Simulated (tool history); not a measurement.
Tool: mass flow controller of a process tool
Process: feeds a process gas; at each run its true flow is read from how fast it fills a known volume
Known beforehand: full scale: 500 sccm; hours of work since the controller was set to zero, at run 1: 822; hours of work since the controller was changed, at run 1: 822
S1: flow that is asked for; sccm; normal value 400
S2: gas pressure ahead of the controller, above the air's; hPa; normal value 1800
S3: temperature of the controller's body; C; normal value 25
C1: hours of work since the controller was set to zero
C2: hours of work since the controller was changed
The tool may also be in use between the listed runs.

{"run": 1, "hour": 0.0, "S1": 400, "S2": 1800, "S3": 25, "C1": 822, "C2": 822, "true flow (%)": 99.79}
{"run": 2, "hour": 56.1, "S1": 400, "S2": 1800, "S3": 25, "C1": 841, "C2": 841, "true flow (%)": 99.97}
{"run": 3, "hour": 116.5, "S1": 400, "S2": 1800, "S3": 36, "C1": 862, "C2": 862, "true flow (%)": 100.49}
{"hour": 121.4, "done": "controller's zero set anew"}
{"run": 4, "hour": 168.5, "S1": 400, "S2": 1800, "S3": 33, "C1": 16, "C2": 879, "true flow (%)": 100.39}
{"run": 5, "hour": 228.2, "S1": 400, "S2": 1800, "S3": 33, "C1": 36, "C2": 899, "true flow (%)": 100.32}
{"run": 6, "hour": 299.4, "S1": 207, "S2": 1800, "S3": 25, "C1": 60, "C2": 923, "true flow (%)": 99.74}
{"run": 7, "hour": 360.8, "S1": 52, "S2": 1800, "S3": 37, "C1": 81, "C2": 944, "true flow (%)": 101.43}
{"hour": 408.4, "done": "controller's zero set anew, once more"}
{"run": 8, "hour": 425.8, "S1": 52, "S2": 1800, "S3": 37, "C1": 6, "C2": 966, "true flow (%)": 99.97}
{"run": 9, "hour": 462.5, "S1": 400, "S2": 1480, "S3": 22, "C1": 18, "C2": 978, "true flow (%)": 99.72}
{"run": 10, "hour": 527.9, "S1": 400, "S2": 1800, "S3": 33, "C1": 40, "C2": 1000, "true flow (%)": 100.3}
{"run": 11, "hour": 567.5, "S1": 400, "S2": 2370, "S3": 25, "C1": 54, "C2": 1013, "true flow (%)": 99.4}

Describe how what the log doesn't record of the tool's condition differs between the last listed run preceding each entry between runs and the first listed run following it.
After run 3, before run 4: controller's zero set anew (hour 121.4)
  flow at rest that the sensor doesn't see, % of full scale: 0.09 -> 0.151; true flow over the shown one, %: -0.31 -> -0.32
  the result without the hidden state subtracted from the measured one, true flow (%): -0.20 -> -0.13
After run 7, before run 8: controller's zero set anew, once more (hour 408.4)
  flow at rest that the sensor doesn't see, % of full scale: 0.156 -> 0.002
  the result without the hidden state subtracted from the measured one, true flow (%): +1.17 -> -0.31
